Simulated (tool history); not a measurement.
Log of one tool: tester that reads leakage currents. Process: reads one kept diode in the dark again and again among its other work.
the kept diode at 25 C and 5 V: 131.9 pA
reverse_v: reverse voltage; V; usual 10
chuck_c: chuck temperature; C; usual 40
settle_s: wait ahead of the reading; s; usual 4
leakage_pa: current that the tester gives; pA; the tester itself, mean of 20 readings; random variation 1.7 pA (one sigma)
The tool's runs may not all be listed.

Run 1, hour 0: usual settings. Result: leakage_pa 574.55 pA.
Run 2, hour 22.3: usual settings. Result: leakage_pa 569.55 pA.
Run 3, hour 58.2: usual settings. Result: leakage_pa 571.92 pA.
Run 4, hour 77.6: usual settings but settle_s 6.24 s. Result: leakage_pa 572.89 pA.
Run 5, hour 107.7: usual settings but settle_s 6.24 s. Result: leakage_pa 569.85 pA.
Run 6, hour 135.6: usual settings but reverse_v 4.8 V, chuck_c 41 C, settle_s 6.95 s. Result: leakage_pa 472.85 pA.
Run 7, hour 168: usual settings but chuck_c 28 C, settle_s 6.42 s. Result: leakage_pa 219.48 pA.
Run 8, hour 195.1: usual settings but chuck_c 36 C. Result: leakage_pa 420.05 pA.
Run 9, hour 224.7: usual settings but reverse_v 2.8 V, chuck_c 56 C. Result: leakage_pa 1157.57 pA.
Run 10, hour 247: usual settings but settle_s 1.35 s. Result: leakage_pa 571.07 pA.

Forecast each of these 5 alternatives for the next run:
Run A, hour 276: usual settings but chuck_c 33 C, settle_s 0.79 s. Result: leakage_pa ?.
Run B, hour 276: usual settings but reverse_v 7.7 V, settle_s 0.35 s. Result: leakage_pa ?.
Run C, hour 276: usual settings but reverse_v 1.1 V, settle_s 3.68 s. Result: leakage_pa ?.
Run D, hour 276: usual settings but reverse_v 1.4 V, settle_s 4.09 s. Result: leakage_pa ?.
Run E, hour 276: usual settings but chuck_c 38 C, settle_s 0.3 s. Result: leakage_pa ?.

run  leakage_pa
  A      330.91
  B      520.34
  C      255.31
  D      279.58
  E      494.46
Without the tool's hidden state the same runs would have given:
run  leakage_pa
  A      330.79
  B      520.18
  C      255.24
  D      279.51
  E       494.3
